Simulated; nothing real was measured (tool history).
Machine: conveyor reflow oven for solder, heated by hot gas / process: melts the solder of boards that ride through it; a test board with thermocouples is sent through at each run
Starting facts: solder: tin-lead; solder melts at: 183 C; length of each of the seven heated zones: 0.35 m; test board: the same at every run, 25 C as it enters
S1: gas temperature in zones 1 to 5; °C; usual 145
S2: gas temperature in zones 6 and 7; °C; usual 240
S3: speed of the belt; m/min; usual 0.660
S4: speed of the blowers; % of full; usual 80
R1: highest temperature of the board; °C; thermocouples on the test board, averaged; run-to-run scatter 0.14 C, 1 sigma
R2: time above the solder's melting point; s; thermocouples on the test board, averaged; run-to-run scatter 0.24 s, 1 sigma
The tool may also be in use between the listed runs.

run	day	S1	S2	S3	S4	R1	R2
1	0.000	145	240	0.660	80	231.3	58.5
2	0.246	145	240	0.740	80	228.9	50.2
3	0.500	145	240	0.740	80	228.8	50.2
4	0.683	145	240	0.740	80	229.0	50.6
5	1.012	145	240	0.740	80	228.7	50.3
6	1.183	145	240	0.740	80	228.8	50.6
7	1.492	145	240	0.660	75	230.8	57.6
8	1.667	145	240	0.660	75	230.6	57.7
# day 1.912: flux residue cleaned out of gas plates and filters
9	2.138	145	240	0.660	75	230.8	57.5
10	2.342	145	240	0.660	75	230.8	57.3
11	2.517	145	240	0.660	80	231.3	57.8
12	2.708	145	240	0.660	80	231.3	57.6
13	2.867	145	240	0.536	80	235.2	73.2
14	3.121	155	240	0.536	80	235.8	76.1
15	3.429	155	240	0.536	80	235.9	76.5
16	3.754	135	240	0.660	80	230.6	55.3
17	4.108	160	253	0.739	89	244.2	58.9
18	4.433	160	240	0.660	54	228.8	61.7
19	4.812	160	240	0.660	54	228.9	61.7
20	5.129	146	240	0.726	80	229.5	51.7
21	5.317	146	240	0.726	80	229.4	51.6
22	5.475	148	229	0.741	59	215.3	44.4

Expected results for the next run?
23	5.833	146	250	0.730	67	?	?

{"run 23": {"R1": 236.1, "R2": 54.1}}
The same run, on a tool lacking any hidden state, would have yielded R1 236.1 °C, R2 54.1 s.

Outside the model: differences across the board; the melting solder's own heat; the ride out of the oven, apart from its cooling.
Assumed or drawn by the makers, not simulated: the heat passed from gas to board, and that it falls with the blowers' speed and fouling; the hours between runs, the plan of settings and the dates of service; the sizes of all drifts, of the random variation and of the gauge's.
